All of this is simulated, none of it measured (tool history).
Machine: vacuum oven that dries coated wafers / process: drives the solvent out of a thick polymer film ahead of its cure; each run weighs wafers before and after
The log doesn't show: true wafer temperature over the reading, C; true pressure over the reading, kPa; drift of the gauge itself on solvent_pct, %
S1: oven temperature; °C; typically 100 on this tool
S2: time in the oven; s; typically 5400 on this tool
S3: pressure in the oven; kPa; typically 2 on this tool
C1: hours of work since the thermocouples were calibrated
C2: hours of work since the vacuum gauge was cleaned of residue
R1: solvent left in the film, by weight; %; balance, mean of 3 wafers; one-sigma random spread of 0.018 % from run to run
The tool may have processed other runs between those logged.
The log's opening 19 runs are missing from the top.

run	hour	S1	S2	S3	C1	C2	R1
20	713.3	100	5400	2	45	269	4.42
21	749	100	5880	2	66	291	3.93
22	800.7	100	2760	2	97	322	8.77
23	829.1	100	5820	2	114	338	4.06
24	866.7	100	8160	2	136	361	2.41
25	909	95	9480	2	161	386	2.93
26	951.3	86	4740	7.05	187	411	11.82
27	984.1	103	9060	4.49	206	431	2.27
28	1026.1	103	9060	4.49	231	456	2.27
29	1072.3	100	9120	1.43	259	483	1.86
30	1107.6	100	9120	1.43	280	505	1.84
31	1150.9	100	5100	2	306	530	4.86
32	1183	100	5100	2	325	549	4.88
33	1206.2	100	3300	6.17	339	563	8.67
34	1229.1	100	3300	6.17	352	577	8.69
35	1254.7	100	3300	4.74	368	592	8.33
36	1297.6	106	6000	3.76	393	618	2.88
37	1351	93	6000	4.18	425	650	6.98
38	1404.1	93	6000	4.18	457	681	6.94
39	1457.5	107	4320	4.15	488	713	4.35
40	1494.5	106	4320	4.15	511	735	4.66
41	1527.6	106	4320	4.15	530	755	4.65
42	1560.3	101	6420	2.1	550	774	3.41

Below are 5 alternative next runs, each starting from the tool's condition after run 42. Predict each:
A	1604.6	100	7740	5.77	576	801	?
B	1604.6	101	6420	2.1	576	801	?
C	1604.6	87	8280	5.57	576	801	?
D	1604.6	97	6780	6.6	576	801	?
E	1604.6	93	6420	2.84	576	801	?

run	R1
A	3.92
B	3.4
C	7.87
D	5.71
E	6.13
The same runs, with their run-to-run variation unchanged, on a tool lacking any hidden condition would have given:
run	R1
A	3.7
B	3.18
C	7.55
D	5.44
E	5.85
